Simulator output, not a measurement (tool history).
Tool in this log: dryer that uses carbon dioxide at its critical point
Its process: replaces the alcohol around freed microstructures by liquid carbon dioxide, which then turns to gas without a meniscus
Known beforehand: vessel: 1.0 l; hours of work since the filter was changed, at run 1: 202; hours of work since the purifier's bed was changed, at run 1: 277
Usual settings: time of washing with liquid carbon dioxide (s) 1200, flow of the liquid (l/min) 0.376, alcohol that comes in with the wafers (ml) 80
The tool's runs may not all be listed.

run,day,time of washing with liquid carbon dioxide (s),flow of the liquid (l/min),alcohol that comes in with the wafers (ml),hours of work since the filter was changed,hours of work since the purifier's bed was changed,alcohol left in the vessel before it's heated (ppm by volume)
1,0.000,1200,0.376,80,202,277,344
2,0.979,1200,0.376,80,215,291,363
3,1.575,1200,0.376,80,223,299,365
4,2.229,1200,0.376,80,232,307,375
5,3.042,1200,0.376,80,243,318,381
6,3.546,1200,0.376,80,249,325,369
7,4.525,1200,0.376,28,263,338,176
8,5.275,1200,0.376,28,273,348,187
9,6.275,1200,0.376,80,286,362,384
10,7.179,1200,0.376,58,298,374,318
11,8.000,1200,0.376,58,309,385,322
12,8.888,1200,0.456,80,321,397,168
13,9.608,1200,0.376,80,331,407,402
14,10.371,1200,0.376,80,341,417,420
15,11.062,1260,0.376,80,350,426,344
16,11.638,780,0.272,72,358,434,5894
17,12.433,1260,0.327,72,369,444,591
18,13.058,1200,0.370,80,377,453,463
19,13.538,1200,0.370,80,384,459,468
20,14.321,1200,0.370,80,394,470,476
21,14.900,1260,0.477,39,402,478,124

What will run 22 give?
# day 15.321: inlet filter changed
22,15.367,840,0.477,71,1,483,?

{"run 22": {"alcohol left in the vessel before it's heated (ppm by volume)": 485}}
Without the tool's hidden state the same run would have given alcohol left in the vessel before it's heated (ppm by volume) 385.
